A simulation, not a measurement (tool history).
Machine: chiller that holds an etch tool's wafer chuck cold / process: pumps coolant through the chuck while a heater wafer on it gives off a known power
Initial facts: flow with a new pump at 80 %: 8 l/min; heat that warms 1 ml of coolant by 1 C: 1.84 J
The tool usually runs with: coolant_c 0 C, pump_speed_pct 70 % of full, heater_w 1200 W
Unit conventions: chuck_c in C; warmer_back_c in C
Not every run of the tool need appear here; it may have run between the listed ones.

run 1 day=0 | coolant_c=0 pump_speed_pct=70 heater_w=1200 | chuck_c=19.6 warmer_back_c=6.26
run 2 day=3.075 | coolant_c=0 pump_speed_pct=70 heater_w=1583 | chuck_c=26.1 warmer_back_c=8.29
run 3 day=8.375 | coolant_c=0 pump_speed_pct=70 heater_w=1583 | chuck_c=26.1 warmer_back_c=8.32
run 4 day=13.208 | coolant_c=0 pump_speed_pct=70 heater_w=1452 | chuck_c=24.3 warmer_back_c=7.57
run 5 day=18.158 | coolant_c=0 pump_speed_pct=70 heater_w=1223 | chuck_c=20.4 warmer_back_c=6.36
run 6 day=23.433 | coolant_c=0 pump_speed_pct=70 heater_w=1223 | chuck_c=20.3 warmer_back_c=6.45
run 7 day=29.375 | coolant_c=-10 pump_speed_pct=70 heater_w=1223 | chuck_c=10.7 warmer_back_c=6.5
run 8 day=33.921 | coolant_c=-10 pump_speed_pct=70 heater_w=1223 | chuck_c=10.8 warmer_back_c=6.57
run 9 day=37.633 | coolant_c=-10 pump_speed_pct=70 heater_w=1223 | chuck_c=10.9 warmer_back_c=6.55
run 10 day=41.721 | coolant_c=6 pump_speed_pct=70 heater_w=1200 | chuck_c=26.6 warmer_back_c=6.35
run 11 day=44.592 | coolant_c=4 pump_speed_pct=70 heater_w=1200 | chuck_c=24.6 warmer_back_c=6.36
run 12 day=47.262 | coolant_c=4 pump_speed_pct=70 heater_w=1200 | chuck_c=25 warmer_back_c=6.38
run 13 day=52.379 | coolant_c=0 pump_speed_pct=61 heater_w=1200 | chuck_c=23.7 warmer_back_c=7.45
-- day=55.492 chiller's thermometer calibrated
run 14 day=56.458 | coolant_c=0 pump_speed_pct=70 heater_w=1794 | chuck_c=31.5 warmer_back_c=9.67
run 15 day=59.488 | coolant_c=0 pump_speed_pct=70 heater_w=1200 | chuck_c=20.9 warmer_back_c=6.55
run 16 day=63.625 | coolant_c=0 pump_speed_pct=70 heater_w=1200 | chuck_c=21 warmer_back_c=6.5
-- day=66.221 chiller's thermometer calibrated, once more
run 17 day=68.958 | coolant_c=0 pump_speed_pct=70 heater_w=1200 | chuck_c=22.1 warmer_back_c=6.53
run 18 day=72.133 | coolant_c=0 pump_speed_pct=76 heater_w=1535 | chuck_c=26.4 warmer_back_c=7.65
run 19 day=77.217 | coolant_c=10 pump_speed_pct=74 heater_w=1703 | chuck_c=40.3 warmer_back_c=8.87
run 20 day=82.371 | coolant_c=-2 pump_speed_pct=71 heater_w=1360 | chuck_c=23 warmer_back_c=7.38
run 21 day=86.308 | coolant_c=-2 pump_speed_pct=90 heater_w=612 | chuck_c=7.1 warmer_back_c=2.58
run 22 day=89.512 | coolant_c=-2 pump_speed_pct=97 heater_w=857 | chuck_c=10.2 warmer_back_c=3.48
run 23 day=92.846 | coolant_c=-4 pump_speed_pct=97 heater_w=1754 | chuck_c=21.2 warmer_back_c=6.98
run 24 day=97.154 | coolant_c=-4 pump_speed_pct=97 heater_w=1754 | chuck_c=21.4 warmer_back_c=7.02
run 25 day=101.933 | coolant_c=-4 pump_speed_pct=97 heater_w=1166 | chuck_c=12.9 warmer_back_c=4.65
-- day=103.196 coolant changed, channels flushed
run 26 day=106.6 | coolant_c=-3 pump_speed_pct=79 heater_w=728 | chuck_c=7.5 warmer_back_c=3.61
run 27 day=110.629 | coolant_c=9 pump_speed_pct=70 heater_w=1143 | chuck_c=27.8 warmer_back_c=6.37
run 28 day=113.233 | coolant_c=8 pump_speed_pct=70 heater_w=1200 | chuck_c=27.9 warmer_back_c=6.73
-- day=114.529 coolant pump overhauled
run 29 day=117.417 | coolant_c=1 pump_speed_pct=80 heater_w=1179 | chuck_c=15.6 warmer_back_c=4.79
run 30 day=122.338 | coolant_c=0 pump_speed_pct=70 heater_w=1250 | chuck_c=17.7 warmer_back_c=5.85
run 31 day=127.542 | coolant_c=-8 pump_speed_pct=82 heater_w=841 | chuck_c=2.3 warmer_back_c=3.41

Table of differences, measured result less the result of that run with no hidden state. Run-to-run variation is the same in both. Gauge scatter possibly is not:
Hidden conditions of the tool in this case: heat passed by the chuck's channels, % of clean ones'; flow at a given pump speed, % of a new pump's; coolant's true temperature over the reading, C; drift of the gauge itself on chuck_c, C; drift of the gauge itself on warmer_back_c, C.
run=1 chuck_c=+2.9 warmer_back_c=+0.67
run=2 chuck_c=+4 warmer_back_c=+0.89
run=3 chuck_c=+4.2 warmer_back_c=+0.92
run=4 chuck_c=+4 warmer_back_c=+0.86
run=5 chuck_c=+3.3 warmer_back_c=+0.75
run=6 chuck_c=+3.5 warmer_back_c=+0.77
run=7 chuck_c=+3.7 warmer_back_c=+0.8
run=8 chuck_c=+3.8 warmer_back_c=+0.82
run=9 chuck_c=+3.9 warmer_back_c=+0.83
run=10 chuck_c=+3.9 warmer_back_c=+0.83
run=11 chuck_c=+4 warmer_back_c=+0.85
run=12 chuck_c=+4.1 warmer_back_c=+0.86
run=13 chuck_c=+4.8 warmer_back_c=+1.02
run=14 chuck_c=+6.5 warmer_back_c=+1.35
run=15 chuck_c=+4.1 warmer_back_c=+0.92
run=16 chuck_c=+4.1 warmer_back_c=+0.93
run=17 chuck_c=+5.4 warmer_back_c=+0.96
run=18 chuck_c=+6.6 warmer_back_c=+1.15
run=19 chuck_c=+7.7 warmer_back_c=+1.35
run=20 chuck_c=+6.5 warmer_back_c=+1.15
run=21 chuck_c=+2.4 warmer_back_c=+0.41
run=22 chuck_c=+3.2 warmer_back_c=+0.54
run=23 chuck_c=+6.9 warmer_back_c=+1.13
run=24 chuck_c=+7 warmer_back_c=+1.15
run=25 chuck_c=+4.7 warmer_back_c=+0.78
run=26 chuck_c=+1.5 warmer_back_c=+0.61
run=27 chuck_c=+2.7 warmer_back_c=+1.09
run=28 chuck_c=+2.9 warmer_back_c=+1.17
run=29 chuck_c=+0 warmer_back_c=+0.02
run=30 chuck_c=+0.1 warmer_back_c=+0.04
run=31 chuck_c=+0 warmer_back_c=+0.04

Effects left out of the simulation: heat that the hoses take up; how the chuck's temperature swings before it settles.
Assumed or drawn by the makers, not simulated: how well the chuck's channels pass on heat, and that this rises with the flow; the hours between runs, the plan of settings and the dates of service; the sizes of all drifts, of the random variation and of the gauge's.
